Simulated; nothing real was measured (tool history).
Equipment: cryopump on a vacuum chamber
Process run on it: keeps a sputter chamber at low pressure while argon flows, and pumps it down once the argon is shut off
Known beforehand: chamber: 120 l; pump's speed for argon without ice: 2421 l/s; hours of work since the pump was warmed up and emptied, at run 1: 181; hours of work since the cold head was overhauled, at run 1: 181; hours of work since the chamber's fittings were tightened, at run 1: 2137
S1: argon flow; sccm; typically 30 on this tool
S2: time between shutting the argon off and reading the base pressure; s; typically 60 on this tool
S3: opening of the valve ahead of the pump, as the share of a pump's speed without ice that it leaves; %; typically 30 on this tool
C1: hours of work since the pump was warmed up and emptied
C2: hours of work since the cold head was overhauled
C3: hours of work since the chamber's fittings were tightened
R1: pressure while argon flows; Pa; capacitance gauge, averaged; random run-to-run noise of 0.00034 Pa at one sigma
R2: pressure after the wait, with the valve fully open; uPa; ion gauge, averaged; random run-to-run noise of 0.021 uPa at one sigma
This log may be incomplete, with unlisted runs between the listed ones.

run   hour  S1  S2  S3   C1   C2    C3      R1    R2
  1      0  30  60  30  181  181  2137  0.0708  1.12
  2   14.7  30  60  30  187  187  2144   0.071   1.1
  3   23.6  30  60  30  191  191  2148  0.0711  1.11
  4   38.9  30  60  30  198  198  2155  0.0709  1.13
  5   46.4  30  60  30  201  201  2158  0.0711  1.12
  6   54.7  30  60  30  205  205  2162  0.0705  1.13
  7   69.3  30  60  30  211  211  2168  0.0706  1.14
  8   84.6  30  60  30  218  218  2175  0.0713  1.14
  9   96.9  34  53  15  223  223  2180  0.1603  1.17
 10  112.3  48  75  18  230  230  2187  0.1892  1.04
 11  128.2  48  75  18  237  237  2194  0.1885  1.09
 12  141.9  48  75  18  243  243  2200  0.1885  1.08

Estimate the outcome of run 13 from the log above:
 13  155.4  48  75  18  249  249  2206   ?   ?

R1: 0.1885 Pa
R2: 1.09 uPa
With no hidden state in the tool, this same run would have given R1 0.186 Pa, R2 0.43 uPa.

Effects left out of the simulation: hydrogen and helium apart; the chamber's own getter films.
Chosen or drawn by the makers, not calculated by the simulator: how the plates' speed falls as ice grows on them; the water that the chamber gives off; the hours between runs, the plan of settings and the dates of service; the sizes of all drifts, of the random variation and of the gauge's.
